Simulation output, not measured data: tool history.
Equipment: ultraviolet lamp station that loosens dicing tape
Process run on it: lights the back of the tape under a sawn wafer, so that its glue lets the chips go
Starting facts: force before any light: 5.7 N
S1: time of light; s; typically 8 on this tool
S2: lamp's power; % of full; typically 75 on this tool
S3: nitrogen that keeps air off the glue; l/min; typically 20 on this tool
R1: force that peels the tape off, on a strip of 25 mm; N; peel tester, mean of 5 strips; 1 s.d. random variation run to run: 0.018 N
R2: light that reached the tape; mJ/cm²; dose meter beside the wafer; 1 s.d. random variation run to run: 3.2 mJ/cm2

Run 1, hour 0.0: usual settings. Result: R1 1.181 N, R2 394 mJ/cm².
Run 2, hour 35.0: usual settings but S1 6 s. Result: R1 1.769 N, R2 288 mJ/cm².
Run 3, hour 60.9: usual settings but S1 6 s. Result: R1 1.818 N, R2 292 mJ/cm².
Run 4, hour 103.4: usual settings but S1 6 s. Result: R1 1.730 N, R2 285 mJ/cm².
Run 5, hour 127.5: usual settings. Result: R1 1.291 N, R2 380 mJ/cm².
Run 6, hour 161.7: usual settings but S3 8 l/min. Result: R1 1.789 N, R2 378 mJ/cm².
Run 7, hour 192.3: usual settings but S3 32 l/min. Result: R1 1.138 N, R2 370 mJ/cm².
Run 8, hour 227.7: usual settings. Result: R1 1.344 N, R2 365 mJ/cm².
Run 9, hour 269.5: usual settings. Result: R1 1.313 N, R2 357 mJ/cm².
Run 10, hour 305.8: usual settings but S1 4 s. Result: R1 2.726 N, R2 178 mJ/cm².
Run 11, hour 344.4: usual settings but S1 4 s. Result: R1 2.709 N, R2 176 mJ/cm².
Run 12, hour 386.9: usual settings but S3 25 l/min. Result: R1 1.334 N, R2 349 mJ/cm².
Run 13, hour 411.8: usual settings but S3 25 l/min. Result: R1 1.280 N, R2 347 mJ/cm².
Run 14, hour 430.3: usual settings but S3 25 l/min. Result: R1 1.302 N, R2 344 mJ/cm².
Run 15, hour 474.2: usual settings but S2 74 % of full, S3 7 l/min. Result: R1 2.185 N, R2 336 mJ/cm².
Run 16, hour 514.2: usual settings but S2 74 % of full, S3 7 l/min. Result: R1 2.213 N, R2 335 mJ/cm².
Run 17, hour 535.0: usual settings but S1 5 s, S2 80 % of full. Result: R1 2.348 N, R2 221 mJ/cm².
Run 18, hour 554.9: usual settings but S1 5 s, S2 80 % of full. Result: R1 2.310 N, R2 222 mJ/cm².
Run 19, hour 576.0: usual settings but S1 6 s, S2 81 % of full, S3 27 l/min. Result: R1 1.869 N, R2 268 mJ/cm².
Run 20, hour 615.4: usual settings but S2 62 % of full, S3 18 l/min. Result: R1 2.052 N, R2 266 mJ/cm².
Run 21, hour 646.1: usual settings but S2 88 % of full, S3 18 l/min. Result: R1 1.347 N, R2 381 mJ/cm².
Run 22, hour 665.3: usual settings but S2 88 % of full, S3 18 l/min. Result: R1 1.351 N, R2 379 mJ/cm².
Run 23, hour 706.1: usual settings but S1 4 s, S3 28 l/min. Result: R1 2.796 N, R2 158 mJ/cm².
Run 24, hour 743.9: usual settings but S1 4 s, S3 28 l/min. Result: R1 2.811 N, R2 157 mJ/cm².
Run 25, hour 777.3: usual settings but S1 4 s, S3 28 l/min. Result: R1 2.757 N, R2 154 mJ/cm².

A few steps of R1 between consecutive runs. Split each: what settings, incoming material and random variation would produce without the hidden state, and what is left over for the hidden state, along with gauge scatter present in only one of the two compared results (measured, and without hidden state):
The tool's hidden condition here consists of: lamp's light, % of a new lamp's; light that the window lets through, % of a clean one's; drift of the gauge itself on peel_n, %; drift of the gauge itself on dose_mj_cm2, %.
Run 9 -> 10: S1 8 -> 4. R1 +1.413 N: hidden state +0.153, all else +1.260.
Run 14 -> 15: S2 75 -> 74, S3 25 -> 7. R1 +0.883 N: hidden state +0.199, all else +0.684.
Run 22 -> 23: S1 8 -> 4, S2 88 -> 75, S3 18 -> 28. R1 +1.445 N: hidden state +0.228, all else +1.217.
